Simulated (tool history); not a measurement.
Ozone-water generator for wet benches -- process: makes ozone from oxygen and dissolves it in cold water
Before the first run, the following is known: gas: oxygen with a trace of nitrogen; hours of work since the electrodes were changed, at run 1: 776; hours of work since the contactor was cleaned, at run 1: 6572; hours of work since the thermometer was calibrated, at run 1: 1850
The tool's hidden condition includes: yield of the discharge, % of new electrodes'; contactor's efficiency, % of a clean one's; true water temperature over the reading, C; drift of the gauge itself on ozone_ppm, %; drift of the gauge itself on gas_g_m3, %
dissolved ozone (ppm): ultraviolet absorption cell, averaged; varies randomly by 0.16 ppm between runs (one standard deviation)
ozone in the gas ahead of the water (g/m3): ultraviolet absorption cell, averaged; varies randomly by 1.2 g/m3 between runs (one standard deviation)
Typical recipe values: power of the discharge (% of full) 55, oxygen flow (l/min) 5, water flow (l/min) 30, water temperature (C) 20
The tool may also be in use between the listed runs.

run,hour,power of the discharge (% of full),oxygen flow (l/min),water flow (l/min),water temperature (C),hours of work since the electrodes were changed,hours of work since the contactor was cleaned,hours of work since the thermometer was calibrated,dissolved ozone (ppm),ozone in the gas ahead of the water (g/m3)
1,0,55,5,30,20,776,6572,1850,21,224.2
2,185.4,55,5,30,16,910,6706,1983,21.7,224.1
3,403.7,55,5,30,16,1067,6863,2140,21.6,223.6
4,513.8,55,5,30,16,1146,6942,2220,22,224.9
5,639,55,5,30,16,1236,7032,2310,22,221
6,845.6,55,5,30,16,1385,7181,2458,21.7,221.3
7,1003.8,55,5,18,20,1499,7295,2572,29.3,223.6
8,1102,55,3.58,30,20,1570,7366,2643,18.5,255
9,1196.8,55,3.58,30,20,1638,7434,2711,19,253.6
10,1368.1,55,3.58,30,20,1761,7557,2835,18.7,252.7
11,1491.3,55,3.58,30,20,1850,7646,2923,18.7,253.4
12,1620.7,55,3.58,30,20,1943,7739,3016,18.8,252.5
13,1739.1,55,5,30,15,2028,7824,3102,22.2,222.5
14,1947.4,55,5,30,20,2178,7974,3252,20.7,219.4
15,2162.4,55,5,30,20,2333,8129,3406,20.2,222
16,2306.1,55,5,30,20,2436,8232,3510,20.9,221.8
17,2413.1,54,5,31,20,2513,8309,3587,20,218.2
18,2549.3,54,5,31,20,2612,8408,3685,19.9,217.8
19,2684.7,79,3.37,28,17,2709,8505,3782,27.6,352
20,2858.1,91,5,29,20,2834,8630,3907,32.9,337.2
# hour 2892.2: contactor cleaned
21,3049.8,59,4.92,33,15,2969,113,4042,21.5,233.6
22,3203.5,60,6.34,39,18,3080,224,4153,20,215.1
23,3345.3,50,6.34,32,24,3182,326,4255,18.2,184.1
# hour 3532.2: water thermometer calibrated
24,3554.5,50,6.78,24,27,3332,476,16,21,177.1
# hour 3673: gauge calibrated
25,3770.9,55,5,28,19,3488,632,172,22.2,224.6
26,3934.2,55,5.39,47,21,3605,750,289,14.6,216.6
27,4134.4,55,5.39,47,21,3749,894,434,14.5,214.8
28,4333.1,55,5.39,47,20,3892,1037,577,14.6,215.7
29,4536.4,72,5.39,19,22,4039,1183,723,35,273.1
30,4651.2,55,8.36,30,17,4121,1266,806,23.9,181.4
31,4861.1,50,2.92,24,17,4272,1417,957,19.9,252
32,5068,55,5,39,20,4421,1566,1106,17.1,219.7

Selected run-to-run steps in ozone in the gas ahead of the water (g/m3), each split into two signed amounts: the part the tool would show with no hidden state at all (from settings, incoming material and random variation), and the remainder, which goes to the hidden state together with any gauge scatter not common to the measured and the hidden-state-free results:
Run 18 -> 19: power of the discharge (% of full) 54 -> 79, oxygen flow (l/min) 5 -> 3.37, water flow (l/min) 31 -> 28, water temperature (C) 20 -> 17. ozone in the gas ahead of the water (g/m3) +134.2: hidden state -3.2, all else +137.4.
Run 20 -> 21: power of the discharge (% of full) 91 -> 59, oxygen flow (l/min) 5 -> 4.92, water flow (l/min) 29 -> 33, water temperature (C) 20 -> 15, contactor cleaned. ozone in the gas ahead of the water (g/m3) -103.6: hidden state +2.1, all else -105.7.
Run 24 -> 25: power of the discharge (% of full) 50 -> 55, oxygen flow (l/min) 6.78 -> 5, water flow (l/min) 24 -> 28, water temperature (C) 27 -> 19, gauge calibrated. ozone in the gas ahead of the water (g/m3) +47.5: hidden state +5, all else +42.5.
Run 29 -> 30: power of the discharge (% of full) 72 -> 55, oxygen flow (l/min) 5.39 -> 8.36, water flow (l/min) 19 -> 30, water temperature (C) 22 -> 17. ozone in the gas ahead of the water (g/m3) -91.7: hidden state +0.5, all else -92.2.
